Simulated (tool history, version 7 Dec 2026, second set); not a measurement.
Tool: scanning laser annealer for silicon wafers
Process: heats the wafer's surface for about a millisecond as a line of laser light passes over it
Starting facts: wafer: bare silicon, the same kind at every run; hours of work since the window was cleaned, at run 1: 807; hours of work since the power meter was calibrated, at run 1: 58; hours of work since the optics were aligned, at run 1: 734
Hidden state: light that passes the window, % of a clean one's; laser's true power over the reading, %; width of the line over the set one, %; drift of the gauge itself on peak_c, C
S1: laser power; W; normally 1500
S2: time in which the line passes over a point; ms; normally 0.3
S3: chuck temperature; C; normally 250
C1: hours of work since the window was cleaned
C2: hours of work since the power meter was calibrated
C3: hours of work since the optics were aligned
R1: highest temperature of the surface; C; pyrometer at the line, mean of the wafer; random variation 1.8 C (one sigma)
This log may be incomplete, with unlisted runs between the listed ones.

run	hour	S1	S2	S3	C1	C2	C3	R1
1	0	1500	0.3	250	807	58	734	927
2	12.4	1500	0.3	250	812	63	739	925
3	23.8	1500	0.3	272	817	67	744	947
4	37.8	1500	0.3	272	823	73	750	947
5	47	1500	0.3	242	826	77	754	915
6	64.3	1500	0.3	242	833	84	761	916
7	86.3	1500	0.213	250	842	93	770	820
8	102.9	1500	0.213	250	849	100	776	821
9	119.3	1500	0.213	250	856	106	783	821
10	128.8	1500	0.213	250	860	110	787	816
11	145	1500	0.213	250	866	117	794	821
12	160.5	1500	0.213	250	873	123	800	822
13	172.2	1500	0.3	234	878	128	805	911
14	185.8	1500	0.3	250	883	133	810	921
15	196.3	1500	0.3	250	887	138	815	925
16	218	1500	0.3	221	896	147	823	891
17	237.9	1500	0.3	281	904	155	831	952
18	251.7	1500	0.222	281	910	160	837	860
# hour 267.6: window over the wafer cleaned
19	272.6	1500	0.222	281	2	168	845	904
20	294	1318	0.3	250	11	177	854	866
21	303.8	1291	0.3	250	15	181	858	849
22	324.2	1500	0.22	256	23	189	866	875
23	338.5	1500	0.22	256	29	195	872	877
24	360.2	1617	0.324	250	38	204	881	1070
25	377.7	1389	0.224	268	45	211	888	836
26	393.5	1567	0.369	268	51	217	894	1108
27	406.4	1567	0.369	268	57	223	899	1104
28	427	1567	0.369	268	65	231	908	1112
29	439.1	1350	0.258	250	70	236	913	836
30	452.8	1350	0.258	250	76	242	918	831
31	465.1	1350	0.258	262	81	247	923	847
32	481.6	1500	0.274	250	87	253	930	934
33	502.1	1583	0.279	250	96	262	938	992
34	523	1384	0.293	216	104	270	947	856
35	543.1	1384	0.293	216	112	278	955	853
36	555.7	1500	0.251	268	118	284	960	920
37	568.1	1500	0.251	268	123	289	965	921
38	577.3	1500	0.251	268	126	292	969	920
39	594.8	1500	0.256	250	133	299	976	911
40	612	1434	0.368	250	140	306	983	992

Predict each of these 5 candidate next runs independently; none follows another, all start after run 40:
A	632.9	1500	0.336	250	149	315	992	?
B	632.9	1434	0.368	239	149	315	992	?
C	632.9	1500	0.291	250	149	315	992	?
D	632.9	1290	0.3	250	149	315	992	?
E	632.9	1613	0.368	274	149	315	992	?

run	R1
A	1000
B	987
C	949
D	839
E	1132
The same runs, with their run-to-run variation unchanged, on a tool lacking any hidden condition would have given:
run	R1
A	1028
B	1014
C	976
D	861
E	1165

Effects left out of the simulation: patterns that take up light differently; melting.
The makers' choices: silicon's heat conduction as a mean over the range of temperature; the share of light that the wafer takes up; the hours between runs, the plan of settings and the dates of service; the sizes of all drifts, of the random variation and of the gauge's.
